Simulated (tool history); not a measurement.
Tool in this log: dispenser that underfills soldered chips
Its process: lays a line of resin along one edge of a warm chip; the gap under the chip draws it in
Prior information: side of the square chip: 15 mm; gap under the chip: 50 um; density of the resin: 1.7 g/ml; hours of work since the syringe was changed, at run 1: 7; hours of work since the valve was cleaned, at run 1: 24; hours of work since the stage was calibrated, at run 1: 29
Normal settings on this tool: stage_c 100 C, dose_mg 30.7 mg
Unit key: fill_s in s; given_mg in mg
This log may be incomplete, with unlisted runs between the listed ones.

run,hour,stage_c,dose_mg,hours of work since the syringe was changed,hours of work since the valve was cleaned,hours of work since the stage was calibrated,fill_s,given_mg
1,0,100,30.7,7,24,29,213.8,30.28
# hour 4.7: new syringe of resin
2,9.7,100,30.7,3,31,36,158.6,30.26
3,18.2,100,29.3,9,37,42,262,28.74
# hour 20.1: new syringe of resin
4,27.2,100,29.3,5,43,48,177.6,28.7
5,31.6,100,29.3,8,46,51,233.1,28.55
# hour 34.7: new syringe of resin
6,40,100,29.3,4,51,56,165.4,28.67
7,45,100,30.7,7,55,60,219.8,30.02
# hour 49.6: new syringe of resin
8,51.3,100,30.7,1,59,64,132.5,30.08
9,58.8,100,30.7,6,64,69,208.5,29.99
# hour 64.2: new syringe of resin
10,66.2,100,30.7,1,69,74,131.5,30.06
11,74.6,102,30.9,7,75,80,203,29.99
# hour 79: new syringe of resin
12,79.2,86,30.5,0,78,83,204.6,29.44
# hour 81.7: dispensing valve cleaned and set on the balance
13,88.1,100,38.5,6,4,88,190.5,38.59

Results per run with the tool's hidden condition removed, run-to-run variation unchanged:
Hidden state at play: resin's viscosity, % of fresh resin's; dose that the valve gives, % of what is set; true chip temperature over the reading, C; drift of the gauge itself on fill_s, %; drift of the gauge itself on given_mg, %.
run,fill_s,given_mg
1,117.7,30.58
2,117.7,30.64
3,118.4,29.15
4,116.8,29.18
5,118.9,29.06
6,120.8,29.24
7,119.6,30.65
8,117.5,30.77
9,119.1,30.73
10,116.3,30.85
11,110.1,30.85
12,200.9,30.31
13,118.6,38.59
